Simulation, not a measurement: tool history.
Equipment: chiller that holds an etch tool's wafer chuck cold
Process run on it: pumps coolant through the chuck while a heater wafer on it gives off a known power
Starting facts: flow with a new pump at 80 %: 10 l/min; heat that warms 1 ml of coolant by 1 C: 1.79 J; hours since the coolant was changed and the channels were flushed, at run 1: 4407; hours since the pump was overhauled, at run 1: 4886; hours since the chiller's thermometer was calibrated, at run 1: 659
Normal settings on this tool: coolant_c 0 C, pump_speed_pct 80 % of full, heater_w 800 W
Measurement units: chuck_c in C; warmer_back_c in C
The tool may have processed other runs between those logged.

run      day  coolant_c  pump_speed_pct  heater_w  hours since the coolant was changed and the channels were flushed  hours since the pump was overhauled  hours since the chiller's thermometer was calibrated  chuck_c  warmer_back_c
  1        0          0              80       800                                                               4407                                 4886                                                   659      6.1           2.88
  2    5.188          0              80       800                                                               4532                                 5011                                                   784      6.2           2.87
  3   11.654          0              80       800                                                               4687                                 5166                                                   939        6            2.9
  4   18.317          0              80       800                                                               4847                                 5326                                                  1099        6           2.95
  5   21.317          0              80       800                                                               4919                                 5398                                                  1171        6           2.85
  6   27.854          0              65       800                                                               5076                                 5555                                                  1328      7.4           3.54
  7   32.142          0              65       800                                                               5178                                 5658                                                  1430      7.2            3.6
  8   35.358          0              65       800                                                               5256                                 5735                                                  1508      7.4           3.54
  9   39.221          0              80       800                                                               5348                                 5828                                                  1600      5.9            2.9
 10    44.45          0              80       800                                                               5474                                 5953                                                  1726      6.2           2.91
 11   48.371          0              80       800                                                               5568                                 6047                                                  1820      6.2           2.93
 12   52.129          6              80       800                                                               5658                                 6137                                                  1910     12.1           2.89
 13   56.529          6              80       800                                                               5764                                 6243                                                  2016     12.1           2.95
 14   59.583          6              80       800                                                               5837                                 6316                                                  2089     12.2           2.95
 15   65.996          6              80       800                                                               5991                                 6470                                                  2243     12.2           2.95
 16   68.792          0              80      1092                                                               6058                                 6537                                                  2310      8.4           4.02
 17   75.271          0              80      1092                                                               6214                                 6693                                                  2466      8.5           4.06
 18    78.55          0              80      1092                                                               6292                                 6771                                                  2544      8.5           4.02
 19   83.662         -2              80       952                                                               6415                                 6894                                                  2667      5.5           3.47
 20   87.642          0              60       811                                                               6510                                 6990                                                  2762      8.3           4.05
 21   92.975          9              71       770                                                               6638                                 7118                                                  2891     15.8           3.24
       98.55  -- chiller's thermometer calibrated
 22   98.996         -8              94       945                                                               6782                                 7261                                                    11     -1.4           2.91
 23  103.762         -8              94       945                                                               6896                                 7376                                                   125     -1.5           2.98
 24  108.846         -8              94       945                                                               7018                                 7498                                                   247     -1.5           2.92
 25  114.171         -8              99      1108                                                               7146                                 7625                                                   375     -0.8           3.29
 26  119.621         -4              93      1102                                                               7277                                 7756                                                   506      3.7           3.45
 27  122.688         -4              93       406                                                               7350                                 7830                                                   579     -0.9           1.29
 28  126.679         -6              93       758                                                               7446                                 7926                                                   675     -0.7           2.43
 29  133.275          0              93       758                                                               7605                                 8084                                                   833      5.4           2.35
 30  138.017         -6              93       612                                                               7718                                 8198                                                   947     -1.4           1.96
 31  142.688         -1              76       468                                                               7831                                 8310                                                  1059      3.2           1.83
 32    147.9          8              74       631                                                               7956                                 8435                                                  1184     13.3           2.57

Take each entry between the runs: how does the hidden state at the last listed run before it differ from the hidden state at the first listed run after it?
Between runs 21 and 22: chiller's thermometer calibrated (day 98.55)
  heat passed by the chuck's channels, % of clean ones': 86.1 -> 85.9; flow at a given pump speed, % of a new pump's: 91 -> 90.8; coolant's true temperature over the reading, C: -0.1 -> -0.02
  measured less the result without the state, chuck_c: +1.1 -> +1.2 C; warmer_back_c: +0.29 -> +0.27 C

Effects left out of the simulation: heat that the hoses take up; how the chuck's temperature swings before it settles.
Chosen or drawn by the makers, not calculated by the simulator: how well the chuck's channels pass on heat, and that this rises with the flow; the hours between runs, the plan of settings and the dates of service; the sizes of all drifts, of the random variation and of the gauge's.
